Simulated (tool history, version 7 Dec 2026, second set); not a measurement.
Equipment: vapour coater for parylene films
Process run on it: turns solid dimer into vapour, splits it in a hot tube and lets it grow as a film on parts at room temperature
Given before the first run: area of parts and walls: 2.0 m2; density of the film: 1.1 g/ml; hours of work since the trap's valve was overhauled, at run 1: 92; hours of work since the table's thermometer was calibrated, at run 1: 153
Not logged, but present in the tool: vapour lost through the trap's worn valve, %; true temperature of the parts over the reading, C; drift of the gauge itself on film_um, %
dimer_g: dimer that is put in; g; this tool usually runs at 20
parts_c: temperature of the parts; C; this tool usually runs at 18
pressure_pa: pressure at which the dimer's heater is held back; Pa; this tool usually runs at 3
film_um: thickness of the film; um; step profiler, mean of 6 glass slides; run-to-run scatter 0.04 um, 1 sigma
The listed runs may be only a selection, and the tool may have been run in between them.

run   hour  dimer_g  parts_c  pressure_pa  hours of work since the trap's valve was overhauled  hours of work since the table's thermometer was calibrated  film_um
  1      0       20       18            3                                                   92                                                         153     5.84
  2   60.4       20       18            3                                                  133                                                         194     5.78
  3  106.9       20       18            3                                                  164                                                         225     5.67
  4  141.9       20       18         4.49                                                  188                                                         249     5.31
  5    195       20       18            3                                                  223                                                         285     5.59
  6  247.5       20       18            3                                                  259                                                         320     5.48
  7  307.7       20       18            3                                                  299                                                         361     5.39
  8  333.2       20       15         5.26                                                  317                                                         378     5.31
     382.7  -- trap's valve overhauled
  9  384.7       20       21            3                                                    1                                                         410     5.58
 10  441.3       21       11         4.67                                                   40                                                         448     7.53
 11  467.5       15       19         4.04                                                   57                                                         466     4.14
 12  500.1       20       25            3                                                   79                                                         488     4.76
 13  528.4       18       11        10.75                                                   98                                                         507     5.53

5 options for the next run, each taken on its own from the tool as it stands now. Forecast them:
  A  564.5       18       23         8.86                                                  123                                                         531        ?
  B  564.5       14       19        11.28                                                  123                                                         531        ?
  C  564.5       20       18        10.81                                                  123                                                         531        ?
  D  564.5       27       18            3                                                  123                                                         531        ?
  E  564.5       20       25            3                                                  123                                                         531        ?

run  film_um
  A     3.72
  B     3.18
  C     4.74
  D     7.95
  E     4.64
Had the tool no hidden state, the same runs would have come out as:
run  film_um
  A     3.86
  B      3.3
  C     4.92
  D     8.25
  E     4.81
